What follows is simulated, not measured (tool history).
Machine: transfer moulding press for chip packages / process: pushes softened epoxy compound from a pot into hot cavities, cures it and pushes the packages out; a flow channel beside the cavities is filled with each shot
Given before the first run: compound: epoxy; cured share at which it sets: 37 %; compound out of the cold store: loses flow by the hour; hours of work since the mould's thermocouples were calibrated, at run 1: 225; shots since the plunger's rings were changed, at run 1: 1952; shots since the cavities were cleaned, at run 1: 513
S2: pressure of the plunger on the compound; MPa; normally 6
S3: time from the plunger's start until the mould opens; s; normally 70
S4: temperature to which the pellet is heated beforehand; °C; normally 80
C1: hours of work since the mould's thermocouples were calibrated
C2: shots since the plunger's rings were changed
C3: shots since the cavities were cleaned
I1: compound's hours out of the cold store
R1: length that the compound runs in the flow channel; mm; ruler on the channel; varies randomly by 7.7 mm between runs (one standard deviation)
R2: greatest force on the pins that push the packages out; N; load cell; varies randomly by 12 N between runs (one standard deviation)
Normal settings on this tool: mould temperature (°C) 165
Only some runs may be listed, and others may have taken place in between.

run 1 day=0 | mould_temperature_(°C)=165 S2=6 S3=70 S4=80 | C1=225 C2=1952 C3=513 | I1=27.5 | R1=893 R2=621
-- day=1.562 cavities cleaned with cleaning compound and waxed
run 2 day=3.838 | mould_temperature_(°C)=165 S2=6 S3=106 S4=80 | C1=294 C2=3681 C3=1042 | I1=24.7 | R1=925 R2=304
-- day=4.171 cavities cleaned with cleaning compound and waxed
-- day=4.933 plunger's sealing rings changed
run 3 day=5.908 | mould_temperature_(°C)=165 S2=6 S3=70 S4=80 | C1=328 C2=447 C3=749 | I1=26.8 | R1=915 R2=617
-- day=6.708 mould's thermocouples calibrated
-- day=7.083 cavities cleaned with cleaning compound and waxed
run 4 day=7.933 | mould_temperature_(°C)=165 S2=6 S3=70 S4=80 | C1=21 C2=1307 C3=389 | I1=40.6 | R1=860 R2=590
-- day=9.688 cavities cleaned with cleaning compound and waxed
run 5 day=10.729 | mould_temperature_(°C)=165 S2=6 S3=70 S4=80 | C1=71 C2=2560 C3=478 | I1=15.7 | R1=939 R2=622
-- day=12.488 cavities cleaned with cleaning compound and waxed
run 6 day=12.488 | mould_temperature_(°C)=165 S2=6 S3=70 S4=80 | C1=101 C2=3336 C3=0 | I1=12.9 | R1=953 R2=627
-- day=14.204 plunger's sealing rings changed
-- day=15.238 cavities cleaned with cleaning compound and waxed
run 7 day=15.767 | mould_temperature_(°C)=165 S2=6 S3=70 S4=85 | C1=158 C2=687 C3=243 | I1=44.1 | R1=850 R2=565
-- day=17.992 cavities cleaned with cleaning compound and waxed
run 8 day=19.183 | mould_temperature_(°C)=165 S2=6 S3=70 S4=85 | C1=219 C2=2224 C3=546 | I1=32.2 | R1=885 R2=596
-- day=20.804 cavities cleaned with cleaning compound and waxed
run 9 day=21.662 | mould_temperature_(°C)=165 S2=6 S3=70 S4=85 | C1=263 C2=3332 C3=394 | I1=14.6 | R1=949 R2=609
-- day=23.558 plunger's sealing rings changed
-- day=23.621 cavities cleaned with cleaning compound and waxed
run 10 day=23.621 | mould_temperature_(°C)=159 S2=6 S3=70 S4=80 | C1=295 C2=0 C3=0 | I1=36.2 | R1=909 R2=955
-- day=26.275 mould's thermocouples calibrated
-- day=26.338 cavities cleaned with cleaning compound and waxed
run 11 day=26.338 | mould_temperature_(°C)=172 S2=6 S3=97 S4=84 | C1=0 C2=1179 C3=0 | I1=30.3 | R1=873 R2=296
run 12 day=28.817 | mould_temperature_(°C)=172 S2=6 S3=97 S4=84 | C1=45 C2=2314 C3=1135 | I1=26.8 | R1=888 R2=309
-- day=29.038 cavities cleaned with cleaning compound and waxed
-- day=31.617 cavities cleaned with cleaning compound and waxed
run 13 day=32.033 | mould_temperature_(°C)=164 S2=5.58 S3=92 S4=80 | C1=101 C2=3732 C3=191 | I1=32.6 | R1=873 R2=346
-- day=33 plunger's sealing rings changed
-- day=34.583 cavities cleaned with cleaning compound and waxed
run 14 day=35.621 | mould_temperature_(°C)=165 S2=6.93 S3=94 S4=72 | C1=163 C2=1172 C3=475 | I1=13.6 | R1=1019 R2=341
-- day=37.375 cavities cleaned with cleaning compound and waxed
run 15 day=38.492 | mould_temperature_(°C)=159 S2=6 S3=60 S4=80 | C1=214 C2=2459 C3=511 | I1=45.7 | R1=862 R2=1257
-- day=40.125 cavities cleaned with cleaning compound and waxed
run 16 day=40.329 | mould_temperature_(°C)=159 S2=6.9 S3=60 S4=82 | C1=246 C2=3272 C3=94 | I1=13 | R1=1047 R2=1317
-- day=42.258 plunger's sealing rings changed
-- day=43.129 cavities cleaned with cleaning compound and waxed
run 17 day=43.379 | mould_temperature_(°C)=159 S2=5.77 S3=60 S4=75 | C1=299 C2=484 C3=114 | I1=30.9 | R1=889 R2=1281
run 18 day=44.971 | mould_temperature_(°C)=159 S2=4.56 S3=80 S4=79 | C1=328 C2=1213 C3=843 | I1=33.1 | R1=786 R2=655
-- day=45.654 mould's thermocouples calibrated
-- day=45.904 cavities cleaned with cleaning compound and waxed
-- day=48.708 cavities cleaned with cleaning compound and waxed
run 19 day=49.108 | mould_temperature_(°C)=159 S2=4.56 S3=80 S4=79 | C1=60 C2=3015 C3=183 | I1=15.7 | R1=831 R2=712
run 20 day=51.042 | mould_temperature_(°C)=172 S2=4.68 S3=70 S4=80 | C1=96 C2=3901 C3=1069 | I1=47.5 | R1=725 R2=359

Entry by entry between the runs, the difference in hidden state between the last listed run before and the first listed run after:
Between runs 1 and 2: cavities cleaned with cleaning compound and waxed (day 1.562)
  pressure that reaches the compound, % of what is set: 99.85 -> 99.71; grip of the stained cavities, % over clean ones': 0.6 -> 0.9
Between runs 2 and 3: cavities cleaned with cleaning compound and waxed (day 4.171); plunger's sealing rings changed (day 4.933)
  true mould temperature over the reading, C: 0 -> 0.01; pressure that reaches the compound, % of what is set: 99.71 -> 99.97; grip of the stained cavities, % over clean ones': 0.9 -> 0.8
Between runs 3 and 4: mould's thermocouples calibrated (day 6.708); cavities cleaned with cleaning compound and waxed (day 7.083)
  true mould temperature over the reading, C: 0.01 -> 0; pressure that reaches the compound, % of what is set: 99.97 -> 99.91; grip of the stained cavities, % over clean ones': 0.8 -> 0.5
Between runs 4 and 5: cavities cleaned with cleaning compound and waxed (day 9.688)
  pressure that reaches the compound, % of what is set: 99.91 -> 99.83; grip of the stained cavities, % over clean ones': 0.5 -> 0.6
Between runs 5 and 6: cavities cleaned with cleaning compound and waxed (day 12.488)
  pressure that reaches the compound, % of what is set: 99.83 -> 99.77; grip of the stained cavities, % over clean ones': 0.6 -> 0
Between runs 6 and 7: plunger's sealing rings changed (day 14.204); cavities cleaned with cleaning compound and waxed (day 15.238)
  pressure that reaches the compound, % of what is set: 99.77 -> 99.94; grip of the stained cavities, % over clean ones': 0 -> 0.3
Between runs 7 and 8: cavities cleaned with cleaning compound and waxed (day 17.992)
  pressure that reaches the compound, % of what is set: 99.94 -> 99.83; grip of the stained cavities, % over clean ones': 0.3 -> 0.6
Between runs 8 and 9: cavities cleaned with cleaning compound and waxed (day 20.804)
  true mould temperature over the reading, C: 0 -> 0.01; pressure that reaches the compound, % of what is set: 99.83 -> 99.75; grip of the stained cavities, % over clean ones': 0.6 -> 0.5
Between runs 9 and 10: plunger's sealing rings changed (day 23.558); cavities cleaned with cleaning compound and waxed (day 23.621)
  pressure that reaches the compound, % of what is set: 99.75 -> 100; grip of the stained cavities, % over clean ones': 0.5 -> 0
Between runs 10 and 11: mould's thermocouples calibrated (day 26.275); cavities cleaned with cleaning compound and waxed (day 26.338)
  true mould temperature over the reading, C: 0.01 -> 0; pressure that reaches the compound, % of what is set: 100 -> 99.92
Between runs 12 and 13: cavities cleaned with cleaning compound and waxed (day 29.038); cavities cleaned with cleaning compound and waxed (day 31.617)
  pressure that reaches the compound, % of what is set: 99.84 -> 99.74; grip of the stained cavities, % over clean ones': 0.9 -> 0.3
Between runs 13 and 14: plunger's sealing rings changed (day 33); cavities cleaned with cleaning compound and waxed (day 34.583)
  pressure that reaches the compound, % of what is set: 99.74 -> 99.92; grip of the stained cavities, % over clean ones': 0.3 -> 0.5
Between runs 14 and 15: cavities cleaned with cleaning compound and waxed (day 37.375)
  pressure that reaches the compound, % of what is set: 99.92 -> 99.82; grip of the stained cavities, % over clean ones': 0.5 -> 0.6
Between runs 15 and 16: cavities cleaned with cleaning compound and waxed (day 40.125)
  true mould temperature over the reading, C: 0 -> 0.01; pressure that reaches the compound, % of what is set: 99.82 -> 99.77; grip of the stained cavities, % over clean ones': 0.6 -> 0.1
Between runs 16 and 17: plunger's sealing rings changed (day 42.258); cavities cleaned with cleaning compound and waxed (day 43.129)
  pressure that reaches the compound, % of what is set: 99.77 -> 99.95; grip of the stained cavities, % over clean ones': 0.1 -> 0.2
Between runs 18 and 19: mould's thermocouples calibrated (day 45.654); cavities cleaned with cleaning compound and waxed (day 45.904); cavities cleaned with cleaning compound and waxed (day 48.708)
  true mould temperature over the reading, C: 0.01 -> 0; pressure that reaches the compound, % of what is set: 99.9 -> 99.77; grip of the stained cavities, % over clean ones': 0.8 -> 0.3

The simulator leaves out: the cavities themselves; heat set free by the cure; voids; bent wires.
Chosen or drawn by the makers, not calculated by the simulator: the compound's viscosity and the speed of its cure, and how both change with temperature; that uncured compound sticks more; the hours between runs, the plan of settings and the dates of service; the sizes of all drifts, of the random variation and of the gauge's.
